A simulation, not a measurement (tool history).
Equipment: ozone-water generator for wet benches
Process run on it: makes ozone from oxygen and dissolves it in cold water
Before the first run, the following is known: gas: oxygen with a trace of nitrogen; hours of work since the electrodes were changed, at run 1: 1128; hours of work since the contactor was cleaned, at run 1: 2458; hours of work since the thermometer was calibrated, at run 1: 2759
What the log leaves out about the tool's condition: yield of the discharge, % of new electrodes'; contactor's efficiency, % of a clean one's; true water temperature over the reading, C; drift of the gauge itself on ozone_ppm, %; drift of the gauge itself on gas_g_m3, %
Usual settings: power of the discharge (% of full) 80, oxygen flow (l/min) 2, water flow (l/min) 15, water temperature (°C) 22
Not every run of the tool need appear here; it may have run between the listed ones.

run,hour,power of the discharge (% of full),oxygen flow (l/min),water flow (l/min),water temperature (°C),hours of work since the electrodes were changed,hours of work since the contactor was cleaned,hours of work since the thermometer was calibrated,dissolved ozone (ppm),ozone in the gas ahead of the water (g/m3)
1,0,80,2,15,22,1128,2458,2759,11.2,187.7
2,15.4,80,2,15,22,1143,2472,2774,11.5,190.9
3,49.5,80,2,15,25,1175,2504,2806,11.2,189
4,66.6,80,2,15,25,1191,2520,2822,11.1,187.7
5,84.1,80,2,15,25,1207,2537,2838,11.2,188.4
6,109.9,80,2,15,25,1231,2561,2862,11.4,190
7,142.7,80,2,15,25,1262,2591,2893,11.2,189
8,167.7,80,2,15,25,1286,2615,2917,11.3,187.9
9,202.1,81,2,15,22,1318,2647,2949,11.7,189.4
10,223.2,80,2,15,22,1338,2667,2969,11.5,189.3
11,256.8,80,2,15,22,1369,2699,3000,11.4,187.5
12,283.9,80,2,18,22,1395,2724,3025,9.7,188.8
13,312,80,2,18,22,1421,2750,3052,9.5,189
14,329.5,83,2,18,22,1437,2767,3068,10,195.4
15,364.1,83,2,18,22,1470,2799,3101,9.8,194.3
16,390.9,45,2,15,22,1495,2824,3126,7,113.7
17,413.1,80,1.01,15,17,1516,2845,3147,9.2,247
18,433.3,80,1.01,15,17,1535,2864,3166,9.3,249.1
19,456.4,80,3.22,15,18,1556,2886,3187,13.4,155.7
20,488.9,80,3.22,15,18,1587,2916,3218,13.4,156.1
21,520.7,73,2,12,19,1617,2946,3248,13.5,173.7
22,536.2,96,1.39,12,22,1631,2960,3262,14.9,258.1
# hour 552.6: water thermometer calibrated
23,559.1,96,1.39,12,22,1652,2981,6,14.9,256
24,581.8,96,1.39,12,22,1673,3003,27,15,255.7
25,602.2,96,1.39,12,22,1693,3022,46,14.9,253.5
26,627.9,80,2,16,22,1717,3046,71,10.7,188
27,661.1,80,2,16,22,1748,3077,102,10.6,187.7
28,683.2,48,2,11,23,1768,3098,122,9.6,120.7
29,702.6,80,1.02,14,22,1787,3116,141,9.8,245.9
30,728.8,80,1.02,14,22,1811,3141,165,9.7,245.1
31,745.6,80,1.86,16,20,1827,3156,181,10.6,195.1
32,773.7,80,1.86,16,20,1853,3183,207,10.7,195.1

Measured result minus the same run's result without the hidden state. Both carry the same run-to-run variation, though not necessarily the same gauge scatter:
run,dissolved ozone (ppm),ozone in the gas ahead of the water (g/m3)
1,-0.6,-4.1
2,-0.6,-4.1
3,-0.6,-4.2
4,-0.6,-4.2
5,-0.5,-4.2
6,-0.6,-4.4
7,-0.6,-4.4
8,-0.6,-4.4
9,-0.6,-4.6
10,-0.7,-4.6
11,-0.6,-4.6
12,-0.5,-4.7
13,-0.6,-4.7
14,-0.6,-5.1
15,-0.6,-5.2
16,-0.3,-1.6
17,-0.6,-6.5
18,-0.6,-6.7
19,-0.8,-4.2
20,-0.8,-4.3
21,-0.8,-4.5
22,-1,-8.4
23,-1,-8.3
24,-1,-8.4
25,-1,-8.4
26,-0.7,-5.5
27,-0.7,-5.6
28,-0.4,-2.2
29,-0.6,-7.4
30,-0.7,-7.5
31,-0.7,-6
32,-0.7,-6
